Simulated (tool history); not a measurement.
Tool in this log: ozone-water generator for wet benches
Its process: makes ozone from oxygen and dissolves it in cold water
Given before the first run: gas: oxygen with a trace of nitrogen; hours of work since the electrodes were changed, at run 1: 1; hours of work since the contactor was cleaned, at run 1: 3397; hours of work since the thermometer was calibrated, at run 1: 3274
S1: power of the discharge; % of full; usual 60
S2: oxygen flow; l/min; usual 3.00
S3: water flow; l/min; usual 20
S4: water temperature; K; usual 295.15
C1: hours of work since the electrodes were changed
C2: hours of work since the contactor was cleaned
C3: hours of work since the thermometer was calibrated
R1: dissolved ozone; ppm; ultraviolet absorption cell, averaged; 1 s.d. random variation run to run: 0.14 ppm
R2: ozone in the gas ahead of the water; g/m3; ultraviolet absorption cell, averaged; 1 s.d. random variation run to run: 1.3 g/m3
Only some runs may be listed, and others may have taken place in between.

run,hour,S1,S2,S3,S4,C1,C2,C3,R1,R2
1,0.0,60,3.00,20,295.15,1,3397,3274,16.3,235.1
2,25.0,60,3.00,20,295.15,23,3418,3296,16.2,234.3
3,43.8,60,3.00,20,295.15,39,3435,3312,16.2,235.6
4,61.3,60,3.00,20,295.15,55,3450,3327,16.3,232.7
5,87.0,60,3.00,20,295.15,77,3472,3349,16.2,234.1
6,118.3,60,3.00,20,295.15,104,3500,3377,16.3,233.1
7,132.5,60,3.00,20,295.15,117,3512,3389,16.5,234.6
8,153.3,60,3.00,20,290.15,135,3530,3407,17.2,235.5
9,180.2,60,3.00,20,293.15,158,3553,3430,16.6,234.6
10,211.1,60,3.00,20,292.15,185,3580,3457,16.9,232.7
11,224.2,60,3.00,20,295.15,196,3592,3469,16.2,233.8
# hour 226.7: water thermometer calibrated
12,242.4,60,3.00,20,295.15,212,3607,14,16.3,231.4
13,268.1,71,2.46,12,297.15,234,3629,36,28.9,307.4
14,294.2,71,2.46,12,297.15,257,3652,59,28.6,306.9
# hour 313.0: water thermometer calibrated, once more
15,324.0,71,2.46,12,297.15,282,3678,10,29.0,306.2
16,336.8,60,3.67,19,295.15,293,3689,21,16.9,202.7
17,360.1,76,3.20,28,292.15,314,3709,41,14.1,267.9
18,390.7,76,3.51,13,292.15,340,3736,68,29.3,254.1
19,420.6,76,3.51,13,292.15,366,3762,94,29.4,251.1
20,434.0,60,4.50,20,295.15,378,3773,105,15.7,176.5
21,462.6,60,4.50,20,295.15,403,3798,130,15.8,176.3
22,484.9,60,4.50,20,295.15,422,3817,149,15.7,175.7
23,516.3,60,3.00,17,295.15,449,3845,177,19.0,232.9
24,547.2,43,1.70,17,299.15,476,3872,204,14.1,263.2

Hidden state or all else? Some run-to-run changes of R1, split into what the settings, what came in and random variation would give without the hidden state, and what is left for the hidden state (with any gauge scatter that isn't in both results):
Hidden state present: yield of the discharge, % of new electrodes'; contactor's efficiency, % of a clean one's; true water temperature over the reading, C; drift of the gauge itself on ozone_ppm, %; drift of the gauge itself on gas_g_m3, %.
Run 17 -> 18: S2 3.20 -> 3.51, S3 28 -> 13. R1 +15.2 ppm: hidden state -0.4, all else +15.6.
Run 19 -> 20: S1 76 -> 60, S2 3.51 -> 4.50, S3 13 -> 20, S4 292.15 -> 295.15. R1 -13.7 ppm: hidden state +0.4, all else -14.1.

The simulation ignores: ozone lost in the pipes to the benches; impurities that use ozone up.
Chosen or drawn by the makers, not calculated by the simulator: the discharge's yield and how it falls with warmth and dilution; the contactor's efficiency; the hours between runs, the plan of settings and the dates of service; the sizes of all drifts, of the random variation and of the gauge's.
